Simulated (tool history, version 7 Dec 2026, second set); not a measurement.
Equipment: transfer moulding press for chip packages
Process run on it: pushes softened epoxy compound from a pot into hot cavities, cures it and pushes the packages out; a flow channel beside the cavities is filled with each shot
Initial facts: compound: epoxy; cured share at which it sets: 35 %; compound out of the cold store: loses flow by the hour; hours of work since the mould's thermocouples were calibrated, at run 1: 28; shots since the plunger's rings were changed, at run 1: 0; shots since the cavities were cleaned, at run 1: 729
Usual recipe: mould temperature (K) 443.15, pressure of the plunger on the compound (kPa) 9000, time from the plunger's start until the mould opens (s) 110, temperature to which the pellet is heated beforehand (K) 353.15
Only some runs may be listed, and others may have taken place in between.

run     day  mould temperature (K)  pressure of the plunger on the compound (kPa)  time from the plunger's start until the mould opens (s)  temperature to which the pellet is heated beforehand (K)  hours of work since the mould's thermocouples were calibrated  shots since the plunger's rings were changed  shots since the cavities were cleaned  incoming compound's hours out of the cold store  length that the compound runs in the flow channel (mm)  greatest force on the pins that push the packages out (N)
  1   0.000                 443.15                                           9000                                                      110                                                    353.15                                                             28                                             0                                    729                                             29.1                                                     882                                                        456
      1.254  -- cavities cleaned with cleaning compound and waxed
  2   1.254                 436.15                                           9000                                                      110                                                    353.15                                                             43                                           254                                      0                                             19.5                                                     954                                                        534
  3   3.167                 436.15                                           9000                                                      110                                                    353.15                                                             67                                           664                                    410                                             40.2                                                     864                                                        634
  4   4.083                 445.15                                           9000                                                      110                                                    353.15                                                             78                                           859                                    605                                              9.0                                                     945                                                        442
  5   5.758                 445.15                                           9000                                                      110                                                    353.15                                                             99                                          1218                                    964                                             10.3                                                     945                                                        495
      5.954  -- cavities cleaned with cleaning compound and waxed
  6   6.717                 443.15                                           9000                                                      110                                                    353.15                                                            110                                          1409                                    163                                             23.6                                                     897                                                        412
  7   7.671                 443.15                                           9000                                                      110                                                    353.15                                                            122                                          1613                                    367                                             47.3                                                     792                                                        422
  8   8.475                 443.15                                           9000                                                      110                                                    353.15                                                            132                                          1785                                    539                                             47.2                                                     790                                                        434
  9   9.446                 443.15                                           8800                                                      110                                                    353.15                                                            144                                          1993                                    747                                             16.8                                                     903                                                        476
     10.708  -- cavities cleaned with cleaning compound and waxed
 10  10.942                 443.15                                           9000                                                      110                                                    353.15                                                            162                                          2299                                     50                                             36.5                                                     829                                                        362
 11  12.171                 443.15                                           9000                                                      110                                                    344.15                                                            177                                          2562                                    313                                             18.3                                                     909                                                        424
 12  13.525                 443.15                                           9000                                                      110                                                    344.15                                                            194                                          2851                                    602                                             35.6                                                     819                                                        452
 13  14.404                 443.15                                           9000                                                      110                                                    344.15                                                            205                                          3039                                    790                                              9.9                                                     932                                                        505
     15.425  -- cavities cleaned with cleaning compound and waxed
 14  15.729                 443.15                                           9000                                                      131                                                    353.15                                                            220                                          3309                                     65                                             19.7                                                     876                                                        325
 15  16.542                 437.15                                           6860                                                      141                                                    350.15                                                            231                                          3483                                    239                                             32.3                                                     751                                                        396
 16  18.475                 439.15                                           8880                                                      146                                                    344.15                                                            255                                          3896                                    652                                             10.7                                                     923                                                        406
     20.075  -- cavities cleaned with cleaning compound and waxed
 17  20.138                 443.15                                           9000                                                       97                                                    353.15                                                            274                                          4238                                     13                                             46.1                                                     772                                                        407
 18  20.946                 446.15                                           8560                                                      110                                                    353.15                                                            284                                          4411                                    186                                             37.1                                                     772                                                        342
     21.533  -- plunger's sealing rings changed
 19  22.467                 439.15                                           8560                                                      110                                                    353.15                                                            302                                           200                                    489                                             13.8                                                     948                                                        537
 20  23.638                 439.15                                           8560                                                      110                                                    353.15                                                            317                                           450                                    739                                             23.4                                                     898                                                        546
     24.892  -- cavities cleaned with cleaning compound and waxed
 21  24.938                 446.15                                           8490                                                       90                                                    356.15                                                            332                                           715                                     10                                             26.6                                                     855                                                        405
 22  25.929                 449.15                                           8490                                                       90                                                    356.15                                                            344                                           927                                    222                                             27.1                                                     831                                                        411
 23  27.475                 449.15                                           8490                                                       90                                                    356.15                                                            364                                          1257                                    552                                              8.7                                                     901                                                        447
 24  29.433                 449.15                                           8490                                                       90                                                    356.15                                                            388                                          1676                                    971                                             15.9                                                     873                                                        483
     29.588  -- cavities cleaned with cleaning compound and waxed
 25  31.017                 449.15                                           8490                                                       90                                                    356.15                                                            407                                          2001                                    306                                             44.9                                                     762                                                        379
 26  32.933                 449.15                                           8490                                                       90                                                    356.15                                                            430                                          2410                                    715                                             39.4                                                     765                                                        467
     34.254  -- cavities cleaned with cleaning compound and waxed
 27  34.896                 449.15                                           8490                                                       90                                                    356.15                                                            454                                          2817                                    137                                             43.9                                                     741                                                        382

Here are 5 independent what-if runs from the current tool condition. What would each one return?
  A  36.192                 443.15                                           9000                                                      120                                                    356.15                                                            470                                          3094                                    414                                             38.7                                                       ?                                                          ?
  B  36.192                 443.15                                           9000                                                      110                                                    360.15                                                            470                                          3094                                    414                                             35.4                                                       ?                                                          ?
  C  36.192                 443.15                                           7050                                                      130                                                    350.15                                                            470                                          3094                                    414                                             45.1                                                       ?                                                          ?
  D  36.192                 443.15                                           9000                                                      107                                                    353.15                                                            470                                          3094                                    414                                             41.6                                                       ?                                                          ?
  E  36.192                 443.15                                          10230                                                      108                                                    351.15                                                            470                                          3094                                    414                                             10.4                                                       ?                                                          ?

run  length that the compound runs in the flow channel (mm)  greatest force on the pins that push the packages out (N)
  A                                                     811                                                        395
  B                                                     823                                                        427
  C                                                     699                                                        376
  D                                                     798                                                        418
  E                                                     980                                                        436
Stripped of hidden state, with their random variation kept, the same runs would have yielded:
run  length that the compound runs in the flow channel (mm)  greatest force on the pins that push the packages out (N)
  A                                                     848                                                        333
  B                                                     860                                                        361
  C                                                     731                                                        315
  D                                                     834                                                        354
  E                                                    1025                                                        371
